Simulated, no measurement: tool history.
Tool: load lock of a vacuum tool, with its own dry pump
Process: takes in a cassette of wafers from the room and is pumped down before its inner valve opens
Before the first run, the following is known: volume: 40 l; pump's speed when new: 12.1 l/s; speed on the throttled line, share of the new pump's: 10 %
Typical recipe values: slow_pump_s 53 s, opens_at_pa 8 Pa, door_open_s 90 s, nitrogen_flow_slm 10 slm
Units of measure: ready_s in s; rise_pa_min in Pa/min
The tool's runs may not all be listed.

run    hour  slow_pump_s  opens_at_pa  door_open_s  nitrogen_flow_slm  incoming humidity of the room's air, %  ready_s  rise_pa_min
  1       0           53            8           90                 10                                    43.7     79.8        0.064
  2   182.6           30            8           90                 10                                    43.5     59.3        0.068
  3   405.8           30            8           90                 10                                    44.2     59.6         0.08
  4     664           53            6           90                 10                                    40.8     80.6        0.092
  5   869.9           53            6           90                 10                                    43.5       81        0.098
  6  1017.2           53            8           90                 10                                    42.9     79.9          0.1
  7  1206.2           53            8           90                 10                                    47.8     80.6        0.112
  8  1363.7           53            7           90                 11                                    45.4     80.6        0.116
  9  1497.7           53           16           90                  7                                    41.4     77.9        0.122
 10    1739           57           15           90                 30                                    47.4     80.9        0.115
 11  2017.4           57           15           90                 30                                    45.1     81.3        0.133
 12    2233           53           13           34                 10                                    45.1     78.4         0.14
 13  2368.6           53           13           34                 10                                    43.4     78.4        0.145

Consider 3 possible next runs. They are alternatives, not a sequence: every one starts from the tool as it was left by run 13. What does each give?
  A  2593.1           34           12           33                 10                                    46.6        ?            ?
  B  2593.1           36            7          135                 10                                    44.1        ?            ?
  C  2593.1          100           11           34                 28                                    48.7        ?            ?

run  ready_s  rise_pa_min
  A     62.2        0.158
  B     66.2        0.193
  C    121.9        0.153
The same runs, with their run-to-run variation unchanged, on a tool lacking any hidden condition would have given:
run  ready_s  rise_pa_min
  A       61        0.023
  B     64.8        0.057
  C      121        0.018
